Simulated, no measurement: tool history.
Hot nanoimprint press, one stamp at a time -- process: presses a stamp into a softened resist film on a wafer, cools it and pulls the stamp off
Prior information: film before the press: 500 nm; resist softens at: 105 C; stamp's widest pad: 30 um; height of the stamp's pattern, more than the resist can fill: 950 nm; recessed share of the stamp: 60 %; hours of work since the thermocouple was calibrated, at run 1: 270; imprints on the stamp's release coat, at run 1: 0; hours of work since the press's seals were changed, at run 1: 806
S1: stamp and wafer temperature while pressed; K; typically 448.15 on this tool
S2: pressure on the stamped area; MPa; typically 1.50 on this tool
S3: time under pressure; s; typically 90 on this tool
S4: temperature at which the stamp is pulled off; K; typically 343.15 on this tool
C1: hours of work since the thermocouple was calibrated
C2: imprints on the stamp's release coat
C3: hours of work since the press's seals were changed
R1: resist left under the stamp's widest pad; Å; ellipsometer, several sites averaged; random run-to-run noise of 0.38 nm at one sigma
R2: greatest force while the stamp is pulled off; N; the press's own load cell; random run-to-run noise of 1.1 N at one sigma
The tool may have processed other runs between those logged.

| run | day | S1 | S2 | S3 | S4 | C1 | C2 | C3 | R1 | R2 |
|---|---|---|---|---|---|---|---|---|---|---|
| 1 | 0.000 | 448.15 | 1.50 | 90 | 343.15 | 270 | 0 | 806 | 2763 | 152 |
|  | 1.738 | press's hydraulic seals changed and the load cell set to zero |
| 2 | 4.150 | 448.15 | 1.50 | 90 | 343.15 | 320 | 157 | 32 | 2694 | 156 |
| 3 | 7.158 | 448.15 | 1.50 | 90 | 343.15 | 359 | 282 | 71 | 2685 | 157 |
| 4 | 10.979 | 448.15 | 1.50 | 90 | 336.15 | 409 | 440 | 121 | 2680 | 184 |
| 5 | 13.525 | 448.15 | 1.50 | 90 | 336.15 | 443 | 545 | 154 | 2676 | 182 |
| 6 | 17.388 | 448.15 | 1.50 | 90 | 336.15 | 493 | 705 | 205 | 2674 | 186 |
|  | 20.312 | plate thermocouple calibrated |
| 7 | 20.896 | 448.15 | 1.50 | 90 | 338.15 | 8 | 844 | 249 | 2588 | 179 |
| 8 | 23.833 | 448.15 | 1.50 | 90 | 338.15 | 46 | 966 | 288 | 2592 | 181 |
| 9 | 26.338 | 448.15 | 1.50 | 90 | 338.15 | 79 | 1069 | 320 | 2593 | 180 |
|  | 27.492 | plate thermocouple calibrated, once more |
| 10 | 28.312 | 448.15 | 1.50 | 90 | 338.15 | 11 | 1146 | 345 | 2754 | 191 |
| 11 | 30.846 | 448.15 | 1.50 | 90 | 338.15 | 44 | 1250 | 378 | 2750 | 190 |
| 12 | 33.908 | 448.15 | 1.50 | 90 | 338.15 | 84 | 1377 | 418 | 2750 | 193 |
|  | 35.954 | stamp cleaned and given a new release coat |
| 13 | 36.267 | 443.15 | 1.83 | 59 | 346.15 | 112 | 13 | 445 | 3282 | 143 |
| 14 | 38.838 | 443.15 | 1.83 | 75 | 332.15 | 145 | 119 | 479 | 3087 | 194 |
| 15 | 40.742 | 443.15 | 0.94 | 75 | 331.15 | 170 | 198 | 504 | 3957 | 197 |
| 16 | 44.708 | 443.15 | 1.44 | 90 | 343.15 | 222 | 362 | 556 | 3258 | 159 |
| 17 | 46.383 | 449.15 | 1.50 | 119 | 345.15 | 244 | 431 | 578 | 2427 | 151 |
| 18 | 49.683 | 437.15 | 1.50 | 107 | 345.15 | 287 | 567 | 621 | 3642 | 154 |
| 19 | 52.862 | 437.15 | 1.50 | 100 | 347.15 | 329 | 699 | 662 | 3689 | 148 |
| 20 | 55.192 | 439.15 | 1.50 | 90 | 343.15 | 359 | 795 | 693 | 3571 | 162 |

Results per run with the tool's hidden condition removed, run-to-run variation unchanged:
The tool's hidden condition here consists of: true temperature over the reading, C; pressure that arrives at the usual setting, %; grip of the stamp's worn release coat, % over a new coat's; drift of the gauge itself on residual_nm, %; drift of the gauge itself on pull_off_n, %.
| run | R1 | R2 |
|---|---|---|
| 1 | 2748 | 153 |
| 2 | 2752 | 156 |
| 3 | 2747 | 155 |
| 4 | 2748 | 179 |
| 5 | 2748 | 176 |
| 6 | 2752 | 177 |
| 7 | 2737 | 172 |
| 8 | 2746 | 173 |
| 9 | 2750 | 170 |
| 10 | 2743 | 172 |
| 11 | 2742 | 170 |
| 12 | 2747 | 171 |
| 13 | 3277 | 144 |
| 14 | 3084 | 193 |
| 15 | 3980 | 195 |
| 16 | 3277 | 156 |
| 17 | 2439 | 147 |
| 18 | 3674 | 148 |
| 19 | 3727 | 142 |
| 20 | 3611 | 154 |

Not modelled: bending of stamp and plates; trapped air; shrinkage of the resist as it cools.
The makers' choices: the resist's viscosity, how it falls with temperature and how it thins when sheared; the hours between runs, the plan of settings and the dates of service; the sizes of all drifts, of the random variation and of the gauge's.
